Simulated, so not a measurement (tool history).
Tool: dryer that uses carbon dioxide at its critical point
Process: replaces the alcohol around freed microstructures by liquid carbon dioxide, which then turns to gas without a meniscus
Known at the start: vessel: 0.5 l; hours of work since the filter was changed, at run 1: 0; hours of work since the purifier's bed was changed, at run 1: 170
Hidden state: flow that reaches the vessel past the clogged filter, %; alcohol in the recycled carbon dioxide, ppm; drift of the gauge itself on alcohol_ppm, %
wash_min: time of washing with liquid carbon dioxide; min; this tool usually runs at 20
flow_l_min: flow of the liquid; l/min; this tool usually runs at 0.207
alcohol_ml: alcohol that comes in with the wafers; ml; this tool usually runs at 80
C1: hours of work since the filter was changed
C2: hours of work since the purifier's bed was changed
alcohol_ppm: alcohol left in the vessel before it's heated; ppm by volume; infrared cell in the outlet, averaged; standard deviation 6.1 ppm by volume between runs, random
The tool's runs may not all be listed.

run 1 hour=0.0 | wash_min=20 flow_l_min=0.207 alcohol_ml=80 | C1=0 C2=170 | alcohol_ppm=273
run 2 hour=9.4 | wash_min=20 flow_l_min=0.207 alcohol_ml=80 | C1=5 C2=174 | alcohol_ppm=291
run 3 hour=20.4 | wash_min=20 flow_l_min=0.207 alcohol_ml=80 | C1=10 C2=180 | alcohol_ppm=291
run 4 hour=32.3 | wash_min=20 flow_l_min=0.207 alcohol_ml=80 | C1=16 C2=186 | alcohol_ppm=288
run 5 hour=41.0 | wash_min=20 flow_l_min=0.207 alcohol_ml=80 | C1=21 C2=190 | alcohol_ppm=292
run 6 hour=52.8 | wash_min=20 flow_l_min=0.207 alcohol_ml=80 | C1=27 C2=196 | alcohol_ppm=299
run 7 hour=63.6 | wash_min=20 flow_l_min=0.207 alcohol_ml=80 | C1=32 C2=202 | alcohol_ppm=298
run 8 hour=75.9 | wash_min=20 flow_l_min=0.207 alcohol_ml=80 | C1=38 C2=208 | alcohol_ppm=308
run 9 hour=87.9 | wash_min=20 flow_l_min=0.159 alcohol_ml=87 | C1=44 C2=214 | alcohol_ppm=1313
run 10 hour=97.7 | wash_min=14 flow_l_min=0.201 alcohol_ml=57 | C1=49 C2=219 | alcohol_ppm=1528
run 11 hour=110.5 | wash_min=13 flow_l_min=0.311 alcohol_ml=25 | C1=56 C2=225 | alcohol_ppm=163
run 12 hour=120.6 | wash_min=13 flow_l_min=0.311 alcohol_ml=25 | C1=61 C2=230 | alcohol_ppm=162
run 13 hour=131.9 | wash_min=20 flow_l_min=0.264 alcohol_ml=54 | C1=66 C2=236 | alcohol_ppm=95
run 14 hour=144.4 | wash_min=20 flow_l_min=0.264 alcohol_ml=54 | C1=73 C2=242 | alcohol_ppm=98
run 15 hour=153.8 | wash_min=21 flow_l_min=0.264 alcohol_ml=54 | C1=77 C2=247 | alcohol_ppm=79

Below, each run's measurement less what the same run would have read without the hidden state. Both values contain the same run-to-run variation, but the gauge's scatter may not be the same in both:
run=1 alcohol_ppm=+43
run=2 alcohol_ppm=+47
run=3 alcohol_ppm=+50
run=4 alcohol_ppm=+56
run=5 alcohol_ppm=+58
run=6 alcohol_ppm=+64
run=7 alcohol_ppm=+68
run=8 alcohol_ppm=+73
run=9 alcohol_ppm=+166
run=10 alcohol_ppm=+179
run=11 alcohol_ppm=+63
run=12 alcohol_ppm=+66
run=13 alcohol_ppm=+60
run=14 alcohol_ppm=+64
run=15 alcohol_ppm=+62
